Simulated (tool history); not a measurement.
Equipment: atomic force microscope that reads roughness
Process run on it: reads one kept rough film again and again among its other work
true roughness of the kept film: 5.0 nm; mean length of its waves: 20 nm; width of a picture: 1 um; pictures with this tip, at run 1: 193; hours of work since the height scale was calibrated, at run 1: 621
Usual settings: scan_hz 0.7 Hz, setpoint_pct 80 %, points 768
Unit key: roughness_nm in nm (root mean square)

run   hour  scan_hz  setpoint_pct  points  pictures with this tip  hours of work since the height scale was calibrated  roughness_nm
  1      0      0.7            80     768                     193                                                  621         2.701
      11.1  -- new tip fitted
  2   18.8      0.7            80     858                      17                                                  634         3.374
  3   33.1      0.7            80     847                      48                                                  643         3.208
  4   50.5      0.7            80     768                      86                                                  655         3.044
  5   76.6      0.7            80     768                     144                                                  673         2.844
  6   87.6      0.7            80     768                     168                                                  680         2.772
  7    105      0.7            80     768                     206                                                  692         2.686
     109.9  -- new tip fitted
  8  120.4      0.7            80     768                      23                                                  702         3.306
  9  134.6    3.073            76     486                      54                                                  711         2.763
 10  160.7    3.073            76     539                     111                                                  729         2.562
 11  174.9      0.7            87     326                     142                                                  738         2.747
     177.3  -- height scale calibrated on a step standard
 12  191.1    0.521            80     286                     175                                                    9         2.735
       210  -- new tip fitted
 13  214.1    3.764            57     552                       9                                                   24         3.342
     225.4  -- height scale calibrated on a step standard, once more
 14    240    1.724            90     285                      63                                                   10          2.58
 15  257.5      0.7            71     694                     101                                                   22         3.071
 16  281.7      0.7            71     694                     154                                                   38         2.863

Take each entry between the runs: how does the hidden state at the last listed run before it differ from the hidden state at the first listed run after it?
Run 1 -> run 2: new tip fitted (hour 11.1)
  radius of the tip, nm: 15 -> 8.2; height scale over the true one, %: 0.51 -> 0.53
  difference, measured minus the result without the unlogged condition, roughness_nm: -0.776 -> -0.133 nm (root mean square)
Run 7 -> run 8: new tip fitted (hour 109.9)
  radius of the tip, nm: 15.5 -> 8.4; height scale over the true one, %: 0.59 -> 0.6
  difference, measured minus the result without the unlogged condition, roughness_nm: -0.818 -> -0.146 nm (root mean square)
Run 11 -> run 12: height scale calibrated on a step standard (hour 177.3)
  radius of the tip, nm: 12.9 -> 14.2; height scale over the true one, %: 0.64 -> 0.85
  difference, measured minus the result without the unlogged condition, roughness_nm: -0.577 -> -0.693 nm (root mean square)
Run 12 -> run 13: new tip fitted (hour 210)
  radius of the tip, nm: 14.2 -> 7.8; height scale over the true one, %: 0.85 -> 0.86
  difference, measured minus the result without the unlogged condition, roughness_nm: -0.693 -> -0.069 nm (root mean square)
Run 13 -> run 14: height scale calibrated on a step standard, once more (hour 225.4)
  radius of the tip, nm: 7.8 -> 10; height scale over the true one, %: 0.86 -> 0.01
  difference, measured minus the result without the unlogged condition, roughness_nm: -0.069 -> -0.278 nm (root mean square)
